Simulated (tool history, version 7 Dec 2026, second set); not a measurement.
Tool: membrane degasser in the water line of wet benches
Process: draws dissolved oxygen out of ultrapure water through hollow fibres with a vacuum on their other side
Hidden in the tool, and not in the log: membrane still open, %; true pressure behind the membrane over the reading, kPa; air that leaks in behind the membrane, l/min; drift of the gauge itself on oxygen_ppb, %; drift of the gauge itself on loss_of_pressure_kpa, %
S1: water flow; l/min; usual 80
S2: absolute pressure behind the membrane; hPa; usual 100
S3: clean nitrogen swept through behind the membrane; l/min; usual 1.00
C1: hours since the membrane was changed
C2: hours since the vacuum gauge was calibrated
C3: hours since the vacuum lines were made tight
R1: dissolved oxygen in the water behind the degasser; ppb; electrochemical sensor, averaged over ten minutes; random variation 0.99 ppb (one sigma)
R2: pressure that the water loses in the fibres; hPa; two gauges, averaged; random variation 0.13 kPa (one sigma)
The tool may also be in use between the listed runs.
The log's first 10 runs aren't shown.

run 11 day=44.900 | S1=79 S2=100 S3=1.00 | C1=5572 C2=3072 C3=2878 | R1=847.7 R2=352.8
run 12 day=48.812 | S1=80 S2=100 S3=1.00 | C1=5666 C2=3166 C3=2972 | R1=856.7 R2=358.1
run 13 day=53.600 | S1=80 S2=100 S3=1.00 | C1=5781 C2=3281 C3=3087 | R1=853.0 R2=361.2
run 14 day=57.450 | S1=80 S2=100 S3=1.00 | C1=5874 C2=3374 C3=3179 | R1=855.8 R2=358.3
run 15 day=62.571 | S1=80 S2=100 S3=1.00 | C1=5996 C2=3496 C3=3302 | R1=855.6 R2=360.4
run 16 day=65.492 | S1=82 S2=100 S3=1.00 | C1=6067 C2=3567 C3=3372 | R1=869.0 R2=371.3
run 17 day=68.525 | S1=62 S2=91 S3=1.11 | C1=6139 C2=3639 C3=3445 | R1=586.4 R2=277.8
run 18 day=74.454 | S1=62 S2=91 S3=1.11 | C1=6282 C2=3782 C3=3587 | R1=586.3 R2=279.5
run 19 day=78.133 | S1=88 S2=147 S3=0.91 | C1=6370 C2=3870 C3=3675 | R1=1532.6 R2=397.3
run 20 day=81.271 | S1=54 S2=147 S3=0.91 | C1=6445 C2=3945 C3=3751 | R1=1121.5 R2=244.3
run 21 day=86.483 | S1=113 S2=171 S3=1.00 | C1=6570 C2=4070 C3=3876 | R1=1972.0 R2=511.5
run 22 day=92.825 | S1=113 S2=171 S3=1.00 | C1=6723 C2=4223 C3=4028 | R1=1970.2 R2=510.2
run 23 day=97.417 | S1=62 S2=171 S3=0.53 | C1=6833 C2=4333 C3=4138 | R1=1973.9 R2=281.8
run 24 day=102.675 | S1=122 S2=130 S3=1.00 | C1=6959 C2=4459 C3=4264 | R1=1542.2 R2=551.4
run 25 day=106.188 | S1=62 S2=63 S3=1.00 | C1=7043 C2=4543 C3=4349 | R1=344.9 R2=280.5
run 26 day=109.758 | S1=62 S2=63 S3=1.00 | C1=7129 C2=4629 C3=4435 | R1=345.2 R2=282.5
run 27 day=113.512 | S1=71 S2=61 S3=1.63 | C1=7219 C2=4719 C3=4525 | R1=256.5 R2=321.7
run 28 day=118.354 | S1=71 S2=61 S3=1.63 | C1=7335 C2=4835 C3=4641 | R1=256.2 R2=322.6
run 29 day=122.288 | S1=66 S2=100 S3=1.63 | C1=7430 C2=4930 C3=4735 | R1=532.1 R2=297.3
run 30 day=127.421 | S1=66 S2=100 S3=1.63 | C1=7553 C2=5053 C3=4858 | R1=533.7 R2=297.8
run 31 day=130.754 | S1=84 S2=100 S3=1.34 | C1=7633 C2=5133 C3=4938 | R1=736.4 R2=380.3
run 32 day=136.488 | S1=84 S2=100 S3=1.34 | C1=7770 C2=5270 C3=5076 | R1=737.1 R2=383.7

Forecast each of these 4 alternatives for the next run:
run A day=140.929 | S1=98 S2=100 S3=0.54 | C1=7877 C2=5377 C3=5183 | R1=? R2=?
run B day=140.929 | S1=80 S2=85 S3=1.00 | C1=7877 C2=5377 C3=5183 | R1=? R2=?
run C day=140.929 | S1=56 S2=65 S3=1.45 | C1=7877 C2=5377 C3=5183 | R1=? R2=?
run D day=140.929 | S1=84 S2=242 S3=0.68 | C1=7877 C2=5377 C3=5183 | R1=? R2=?

run=A R1=1342.1 R2=445.2
run=B R1=684.6 R2=362.1
run=C R1=258.9 R2=255.1
run=D R1=2824.1 R2=381.6
Without the tool's hidden state the same runs would have given:
run=A R1=1341.8 R2=423.5
run=B R1=678.2 R2=344.6
run=C R1=253.6 R2=242.8
run=D R1=2833.4 R2=363.1

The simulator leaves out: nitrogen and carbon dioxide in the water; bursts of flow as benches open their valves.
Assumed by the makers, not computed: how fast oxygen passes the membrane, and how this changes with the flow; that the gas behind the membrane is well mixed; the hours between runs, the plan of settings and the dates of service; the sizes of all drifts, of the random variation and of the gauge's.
